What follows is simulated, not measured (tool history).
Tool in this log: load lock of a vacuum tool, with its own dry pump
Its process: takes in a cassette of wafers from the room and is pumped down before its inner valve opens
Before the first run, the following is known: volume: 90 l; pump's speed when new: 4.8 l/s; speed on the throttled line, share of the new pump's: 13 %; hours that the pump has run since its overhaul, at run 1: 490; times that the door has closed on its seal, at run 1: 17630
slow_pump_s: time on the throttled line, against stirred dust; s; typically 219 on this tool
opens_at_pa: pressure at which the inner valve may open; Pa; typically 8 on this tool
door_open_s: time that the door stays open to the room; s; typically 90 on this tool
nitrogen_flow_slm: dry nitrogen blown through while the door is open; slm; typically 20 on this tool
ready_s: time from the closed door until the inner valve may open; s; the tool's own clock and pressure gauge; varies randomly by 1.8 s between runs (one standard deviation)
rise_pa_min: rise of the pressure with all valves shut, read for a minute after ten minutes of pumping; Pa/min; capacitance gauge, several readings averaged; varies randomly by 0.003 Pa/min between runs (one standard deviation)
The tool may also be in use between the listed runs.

run,hour,slow_pump_s,opens_at_pa,door_open_s,nitrogen_flow_slm,hours that the pump has run since its overhaul,times that the door has closed on its seal,"incoming humidity of the room's air, %",ready_s,rise_pa_min
1,0.0,219,8,90,20,490,17630,41.1,371.2,0.176
2,626.8,219,8,90,20,1117,19630,47.5,369.8,0.203
3,923.3,219,8,90,20,1413,20576,43.7,371.6,0.213
4,1539.9,219,8,90,20,2030,22544,45.7,375.0,0.236
5,1998.9,219,8,90,20,2489,24009,44.7,373.9,0.259
6,2522.6,219,8,90,20,3012,25681,44.2,376.3,0.279
7,3172.8,219,8,90,20,3663,27756,41.7,374.7,0.308
8,3643.5,219,8,90,20,4133,29258,48.3,378.1,0.331
9,4028.3,391,8,90,20,4518,30486,45.6,527.4,0.345
10,4612.6,391,8,90,20,5102,32351,46.2,529.5,0.376
11,5330.2,219,8,90,20,5820,34642,43.3,378.0,0.409
12,6012.2,219,8,90,20,6502,36818,50.0,385.6,0.462
13,6604.4,219,8,90,20,7094,38708,46.2,385.9,0.488
14,6894.9,219,8,90,20,7385,39636,41.9,384.8,0.500
15,7371.5,219,8,90,20,7861,41157,45.8,386.3,0.535
# hour 7639.6: door's seal changed, seat wiped
16,8095.3,219,8,90,20,8584,1454,39.6,388.7,0.039
17,8618.7,219,8,90,20,9107,3125,42.1,389.8,0.051
18,9146.9,219,8,41,20,9635,4810,42.9,388.9,0.051
19,9631.9,219,8,41,20,10120,6358,42.0,393.2,0.054
20,10026.4,309,8,47,7,10515,7618,45.3,469.3,0.071
21,10407.9,159,8,73,27,10896,8835,43.5,342.3,0.072
22,10986.2,278,12,90,20,11475,10681,45.3,439.0,0.091
23,11474.9,219,13,125,41,11963,12240,43.5,386.2,0.103
24,11996.3,219,13,125,41,12485,13905,45.9,388.7,0.115
# hour 12233.8: dry pump taken out, an overhauled one fitted
25,12299.9,203,9,125,41,66,14854,41.5,350.4,0.131
26,13020.7,203,9,125,41,787,17155,47.4,354.2,0.149
27,13356.5,219,8,145,20,1123,18227,46.5,371.3,0.175
28,13995.7,219,8,145,20,1762,20267,45.6,369.8,0.205
29,14637.6,219,8,26,20,2404,22315,45.9,376.4,0.207
30,15245.0,174,8,90,25,3011,24254,45.3,336.0,0.234
31,15581.4,158,14,231,11,3348,25328,48.9,310.0,0.284
32,16084.1,158,7,231,11,3850,26932,46.2,323.1,0.301
33,16636.9,158,7,231,11,4403,28697,46.2,325.5,0.329
34,17020.5,334,8,90,6,4787,29921,47.7,479.5,0.329
35,17366.9,334,8,90,6,5133,31026,43.1,476.3,0.337
36,17950.7,227,8,90,10,5717,32890,43.9,386.9,0.361
37,18451.4,227,8,90,10,6218,34488,48.5,388.9,0.408

For each run, the measured value with the value that run would have given without the tool's hidden condition subtracted. The run-to-run variation is shared by both, the gauge scatter possibly not:
Hidden conditions of the tool in this case: pump's speed, % of a new pump's; leak at the door's seal, Pa l/s; drift of the gauge itself on ready_s, %; drift of the gauge itself on rise_pa_min, %.
run,ready_s,rise_pa_min
1,+2.4,+0.143
2,+4.1,+0.168
3,+4.7,+0.179
4,+6.0,+0.203
5,+6.8,+0.223
6,+7.9,+0.243
7,+9.1,+0.270
8,+10.0,+0.293
9,+9.3,+0.309
10,+10.5,+0.339
11,+13.6,+0.375
12,+15.3,+0.421
13,+16.5,+0.452
14,+17.1,+0.466
15,+18.6,+0.497
16,+19.7,+0.007
17,+21.3,+0.014
18,+22.5,+0.022
19,+23.9,+0.031
20,+22.4,+0.039
21,+26.9,+0.046
22,+24.6,+0.063
23,+26.2,+0.075
24,+27.6,+0.090
25,-0.3,+0.101
26,+1.0,+0.120
27,+1.2,+0.136
28,+2.8,+0.158
29,+4.2,+0.184
30,+5.5,+0.202
31,+5.5,+0.216
32,+7.5,+0.239
33,+8.7,+0.266
34,+8.2,+0.276
35,+8.9,+0.296
36,+11.0,+0.323
37,+12.1,+0.359
